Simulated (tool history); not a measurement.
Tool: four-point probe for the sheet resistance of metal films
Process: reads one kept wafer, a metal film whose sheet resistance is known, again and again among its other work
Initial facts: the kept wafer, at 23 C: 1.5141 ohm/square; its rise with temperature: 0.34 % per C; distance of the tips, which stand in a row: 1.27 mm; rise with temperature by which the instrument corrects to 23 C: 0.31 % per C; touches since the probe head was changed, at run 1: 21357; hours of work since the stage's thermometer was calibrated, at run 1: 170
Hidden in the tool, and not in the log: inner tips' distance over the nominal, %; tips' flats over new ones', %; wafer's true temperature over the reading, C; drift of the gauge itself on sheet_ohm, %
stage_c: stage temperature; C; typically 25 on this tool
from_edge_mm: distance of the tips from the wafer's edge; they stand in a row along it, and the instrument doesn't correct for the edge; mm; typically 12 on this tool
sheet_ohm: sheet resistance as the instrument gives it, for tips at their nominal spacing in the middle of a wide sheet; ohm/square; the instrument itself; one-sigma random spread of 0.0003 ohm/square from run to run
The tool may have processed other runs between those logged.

run	hour	stage_c	from_edge_mm	touches since the probe head was changed	hours of work since the stage's thermometer was calibrated	sheet_ohm
1	0.0	25	12	21357	170	1.524131
2	120.2	25	12	24233	254	1.524600
3	222.2	25	12	26673	324	1.524978
4	306.2	25	12	28682	383	1.525473
5	436.3	25	12	31794	473	1.525577
6	496.1	25	12	33224	515	1.525784
7	604.8	34	12	35826	590	1.529631
8	695.1	31	12	37985	653	1.528714
9	808.5	31	12	40700	732	1.529341
10	939.8	30	12	43840	823	1.528164
11	1048.3	31	16	46436	898	1.525516
12	1111.2	25	3	47940	942	1.650142
13	1220.6	29	45	50557	1018	1.520526
14	1288.4	29	45	52178	1065	1.520277
15	1363.3	21	4	53972	1117	1.593452
16	1480.6	33	6	56777	1198	1.557625
17	1616.0	33	6	60017	1292	1.558147
18	1689.5	23	4	61776	1343	1.595868
19	1823.3	23	4	64976	1436	1.595325

Hidden state or all else? Some run-to-run changes of sheet_ohm, split into what the settings, what came in and random variation would give without the hidden state, and what is left for the hidden state (with any gauge scatter that isn't in both results):
Run 11 -> 12: stage_c 31 -> 25, from_edge_mm 16 -> 3. sheet_ohm +0.124626 ohm/square: hidden state +0.000281, all else +0.124345.
Run 12 -> 13: stage_c 25 -> 29, from_edge_mm 3 -> 45. sheet_ohm -0.129616 ohm/square: hidden state +0.000080, all else -0.129696.
